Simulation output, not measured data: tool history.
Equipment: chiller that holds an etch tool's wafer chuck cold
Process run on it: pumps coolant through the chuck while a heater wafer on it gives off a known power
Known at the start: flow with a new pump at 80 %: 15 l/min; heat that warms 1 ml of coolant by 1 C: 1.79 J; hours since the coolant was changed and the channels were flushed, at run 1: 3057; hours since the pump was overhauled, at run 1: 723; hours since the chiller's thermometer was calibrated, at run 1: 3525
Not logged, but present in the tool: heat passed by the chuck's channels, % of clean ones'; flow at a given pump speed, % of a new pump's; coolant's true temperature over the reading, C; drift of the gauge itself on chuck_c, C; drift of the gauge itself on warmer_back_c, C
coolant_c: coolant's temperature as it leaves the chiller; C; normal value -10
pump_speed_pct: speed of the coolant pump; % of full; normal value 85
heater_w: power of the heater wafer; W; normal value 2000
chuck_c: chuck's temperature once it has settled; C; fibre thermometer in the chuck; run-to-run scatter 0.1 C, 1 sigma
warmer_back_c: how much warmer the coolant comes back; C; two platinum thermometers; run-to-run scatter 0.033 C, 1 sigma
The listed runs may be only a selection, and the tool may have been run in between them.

run,hour,coolant_c,pump_speed_pct,heater_w,hours since the coolant was changed and the channels were flushed,hours since the pump was overhauled,hours since the chiller's thermometer was calibrated,chuck_c,warmer_back_c
1,0.0,-10,85,2000,3057,723,3525,12.3,4.26
2,34.7,-10,85,2000,3092,758,3560,12.3,4.23
3,56.0,-10,85,2000,3113,780,3581,12.4,4.22
4,83.3,-19,85,2000,3141,807,3609,3.5,4.21
5,107.9,-10,85,2916,3165,831,3633,22.6,6.06
6,135.6,-10,85,1922,3193,859,3661,11.6,3.92
7,161.9,-10,85,1922,3219,885,3687,11.6,3.90
8,182.4,-10,85,1922,3240,906,3708,11.5,3.92
9,202.1,-10,85,2000,3259,926,3727,12.4,4.11
10,228.1,-10,85,2000,3285,952,3753,12.5,4.04
11,256.1,0,85,1651,3313,980,3781,18.4,3.22
12,277.1,0,85,1651,3334,1001,3802,18.4,3.28
13,298.2,-10,72,2513,3356,1022,3824,21.6,6.00
14,331.4,-10,72,2513,3389,1055,3857,21.7,5.99
15,355.8,-10,72,2513,3413,1079,3881,21.6,5.89
16,379.7,-10,72,2513,3437,1103,3905,21.6,5.89
# hour 384.6: gauge calibrated
17,403.0,-10,72,2513,3460,1126,3928,21.6,6.24

Predict each of these 3 candidate next runs independently; none follows another, all start after run 17:
A,427.7,-6,64,1242,3485,1151,3953,?,?
B,427.7,-10,72,1495,3485,1151,3953,?,?
C,427.7,-10,90,2513,3485,1151,3953,?,?

run,chuck_c,warmer_back_c
A,11.1,3.36
B,8.9,3.65
C,17.1,5.00
Stripped of hidden state, with their random variation kept, the same runs would have yielded:
run,chuck_c,warmer_back_c
A,11.1,3.40
B,8.9,3.69
C,17.1,5.04
